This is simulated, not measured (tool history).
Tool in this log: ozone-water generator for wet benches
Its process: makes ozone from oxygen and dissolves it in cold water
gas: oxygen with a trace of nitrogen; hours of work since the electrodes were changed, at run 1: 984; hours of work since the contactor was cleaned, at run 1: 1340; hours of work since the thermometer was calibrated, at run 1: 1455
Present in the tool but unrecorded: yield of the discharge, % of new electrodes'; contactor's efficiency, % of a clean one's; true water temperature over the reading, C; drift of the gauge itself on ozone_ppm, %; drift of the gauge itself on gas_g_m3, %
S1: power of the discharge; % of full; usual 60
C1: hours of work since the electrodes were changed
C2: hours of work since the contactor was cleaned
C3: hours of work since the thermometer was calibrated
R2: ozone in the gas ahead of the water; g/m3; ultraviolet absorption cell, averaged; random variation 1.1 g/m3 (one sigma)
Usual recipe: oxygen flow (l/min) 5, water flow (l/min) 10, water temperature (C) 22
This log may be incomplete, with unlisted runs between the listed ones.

{"run": 1, "day": 0.0, "S1": 60, "oxygen flow (l/min)": 5, "water flow (l/min)": 10, "water temperature (C)": 22, "C1": 984, "C2": 1340, "C3": 1455, "dissolved ozone (ppm)": 23.3, "R2": 197.6}
{"run": 2, "day": 2.679, "S1": 60, "oxygen flow (l/min)": 5, "water flow (l/min)": 10, "water temperature (C)": 22, "C1": 1027, "C2": 1383, "C3": 1498, "dissolved ozone (ppm)": 23.1, "R2": 200.6}
{"run": 3, "day": 4.521, "S1": 60, "oxygen flow (l/min)": 5, "water flow (l/min)": 10, "water temperature (C)": 22, "C1": 1056, "C2": 1412, "C3": 1528, "dissolved ozone (ppm)": 23.1, "R2": 200}
{"run": 4, "day": 6.904, "S1": 60, "oxygen flow (l/min)": 5, "water flow (l/min)": 10, "water temperature (C)": 22, "C1": 1095, "C2": 1451, "C3": 1566, "dissolved ozone (ppm)": 23.3, "R2": 200.3}
{"run": 5, "day": 9.2, "S1": 60, "oxygen flow (l/min)": 5, "water flow (l/min)": 10, "water temperature (C)": 22, "C1": 1132, "C2": 1488, "C3": 1603, "dissolved ozone (ppm)": 23.4, "R2": 201.3}
{"run": 6, "day": 11.546, "S1": 60, "oxygen flow (l/min)": 7.18, "water flow (l/min)": 10, "water temperature (C)": 22, "C1": 1169, "C2": 1525, "C3": 1641, "dissolved ozone (ppm)": 23, "R2": 177.6}
{"run": 7, "day": 14.125, "S1": 60, "oxygen flow (l/min)": 7.18, "water flow (l/min)": 10, "water temperature (C)": 22, "C1": 1211, "C2": 1567, "C3": 1682, "dissolved ozone (ppm)": 23.2, "R2": 179.3}
{"run": 8, "day": 16.275, "S1": 72, "oxygen flow (l/min)": 3.51, "water flow (l/min)": 6, "water temperature (C)": 22, "C1": 1246, "C2": 1601, "C3": 1717, "dissolved ozone (ppm)": 35.6, "R2": 255.7}
{"run": 9, "day": 17.446, "S1": 72, "oxygen flow (l/min)": 3.51, "water flow (l/min)": 11, "water temperature (C)": 22, "C1": 1264, "C2": 1620, "C3": 1736, "dissolved ozone (ppm)": 24, "R2": 255.2}
{"run": 10, "day": 20.021, "S1": 53, "oxygen flow (l/min)": 4.29, "water flow (l/min)": 10, "water temperature (C)": 28, "C1": 1306, "C2": 1662, "C3": 1777, "dissolved ozone (ppm)": 19.1, "R2": 198.8}
{"run": 11, "day": 22.488, "S1": 53, "oxygen flow (l/min)": 4.29, "water flow (l/min)": 10, "water temperature (C)": 28, "C1": 1345, "C2": 1701, "C3": 1817, "dissolved ozone (ppm)": 19, "R2": 198.4}

Here are 3 independent what-if runs from the current tool condition. What would each one return?
{"run": "A", "day": 24.362, "S1": 53, "oxygen flow (l/min)": 7.36, "water flow (l/min)": 7, "water temperature (C)": 28, "C1": 1376, "C2": 1732, "C3": 1847, "dissolved ozone (ppm)": "?", "R2": "?"}
{"run": "B", "day": 24.362, "S1": 61, "oxygen flow (l/min)": 5.1, "water flow (l/min)": 10, "water temperature (C)": 14, "C1": 1376, "C2": 1732, "C3": 1847, "dissolved ozone (ppm)": "?", "R2": "?"}
{"run": "C", "day": 24.362, "S1": 42, "oxygen flow (l/min)": 4.29, "water flow (l/min)": 8, "water temperature (C)": 28, "C1": 1376, "C2": 1732, "C3": 1847, "dissolved ozone (ppm)": "?", "R2": "?"}

run=A dissolved_ozone_(ppm)=21.9 R2=166.5
run=B dissolved_ozone_(ppm)=27.3 R2=205.6
run=C dissolved_ozone_(ppm)=18.8 R2=172.2
Without the tool's hidden state the same runs would have given:
run=A dissolved_ozone_(ppm)=21.9 R2=162.7
run=B dissolved_ozone_(ppm)=27.3 R2=200.8
run=C dissolved_ozone_(ppm)=18.8 R2=168.2
